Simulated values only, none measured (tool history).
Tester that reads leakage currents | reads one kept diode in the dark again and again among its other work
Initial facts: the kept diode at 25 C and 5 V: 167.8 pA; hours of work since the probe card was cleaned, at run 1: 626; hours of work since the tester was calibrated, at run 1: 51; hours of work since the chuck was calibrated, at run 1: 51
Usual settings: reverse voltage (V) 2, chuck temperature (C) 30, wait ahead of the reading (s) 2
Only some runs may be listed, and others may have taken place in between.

| run | day | reverse voltage (V) | chuck temperature (C) | wait ahead of the reading (s) | hours of work since the probe card was cleaned | hours of work since the tester was calibrated | hours of work since the chuck was calibrated | current that the tester gives (pA) |
|---|---|---|---|---|---|---|---|---|
| 1 | 0.000 | 2 | 30 | 2 | 626 | 51 | 51 | 169.45 |
| 2 | 2.021 | 2 | 30 | 2 | 654 | 80 | 80 | 169.13 |
| 3 | 4.508 | 2 | 30 | 2 | 689 | 115 | 115 | 167.61 |
| 4 | 8.792 | 2 | 60 | 2 | 750 | 175 | 175 | 1416.11 |
| 5 | 11.750 | 2 | 60 | 2 | 792 | 217 | 217 | 1408.50 |
| 6 | 14.033 | 2 | 60 | 2 | 824 | 249 | 249 | 1404.05 |
| 7 | 16.108 | 2 | 45 | 2 | 853 | 278 | 278 | 504.70 |
| 8 | 20.388 | 2 | 30 | 2 | 914 | 339 | 339 | 164.34 |
| 9 | 22.871 | 2 | 30 | 2 | 949 | 374 | 374 | 163.48 |

Run 10 is up next; what results do you expect?
| 10 | 25.133 | 2 | 30 | 2 | 981 | 406 | 406 | ? |

current that the tester gives (pA): 163.22
With no hidden state in the tool, this same run would have given current that the tester gives (pA) 169.03.
